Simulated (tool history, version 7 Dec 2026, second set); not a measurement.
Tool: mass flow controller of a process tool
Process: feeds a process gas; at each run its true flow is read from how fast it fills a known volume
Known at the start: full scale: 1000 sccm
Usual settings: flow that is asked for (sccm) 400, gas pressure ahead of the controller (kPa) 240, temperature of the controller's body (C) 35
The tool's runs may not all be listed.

run    hour  flow that is asked for (sccm)  gas pressure ahead of the controller (kPa)  temperature of the controller's body (C)  true flow (%)
  1     0.0                            400                                         240                                        35          99.92
  2    48.9                            400                                         240                                        35         100.10
  3   122.1                            478                                         240                                        35         100.17
  4   197.4                            478                                         240                                        35         100.06
  5   274.8                            478                                         240                                        35         100.10
  6   311.6                            478                                         186                                        35          99.91
  7   374.3                            478                                         186                                        35          99.99
  8   412.7                            400                                         240                                        31          99.83
  9   445.7                            400                                         240                                        31          99.75
 10   520.6                            400                                         175                                        35          99.77
 11   559.6                            400                                         152                                        35          99.73
 12   639.3                            400                                         152                                        35          99.76
 13   697.1                            400                                         152                                        35          99.82
 14   744.4                            400                                         152                                        35          99.79
 15   820.2                            400                                         240                                        35         100.09
 16   875.8                            400                                         240                                        24          99.35
 17   935.0                            400                                         222                                        24          99.39
 18  1008.7                            137                                         165                                        35          99.93
 19  1069.6                            137                                         165                                        35          99.94
 20  1136.5                            137                                         165                                        35          99.92
 21  1196.2                            137                                         165                                        35          99.98
 22  1256.5                            343                                         143                                        35          99.89
 23  1325.0                            554                                         153                                        22          99.26
 24  1390.6                            585                                         251                                        20          99.47
 25  1448.5                            400                                         200                                        21          99.23
 26  1490.8                            749                                         200                                        33         100.40
 27  1535.2                            400                                         240                                        21          99.37
 28  1575.6                            157                                         220                                        32         100.02
 29  1611.6                            212                                         227                                        33         100.18
 30  1685.4                            400                                         180                                        20          99.06
 31  1763.2                            400                                         242                                        35         100.24

The same runs without the tool's hidden state, with the same run-to-run variation:
The hidden state here: flow at rest that the sensor doesn't see, % of full scale; true flow over the shown one, %; drift of the gauge itself on true_pct, %.
run  true flow (%)
  1          99.78
  2          99.96
  3         100.04
  4          99.91
  5          99.94
  6          99.75
  7          99.82
  8          99.62
  9          99.53
 10          99.54
 11          99.49
 12          99.51
 13          99.56
 14          99.52
 15          99.81
 16          99.06
 17          99.09
 18          99.15
 19          99.14
 20          99.10
 21          99.13
 22          99.49
 23          98.97
 24          99.17
 25          98.84
 26         100.14
 27          98.97
 28          99.16
 29          99.50
 30          98.63
 31          99.80
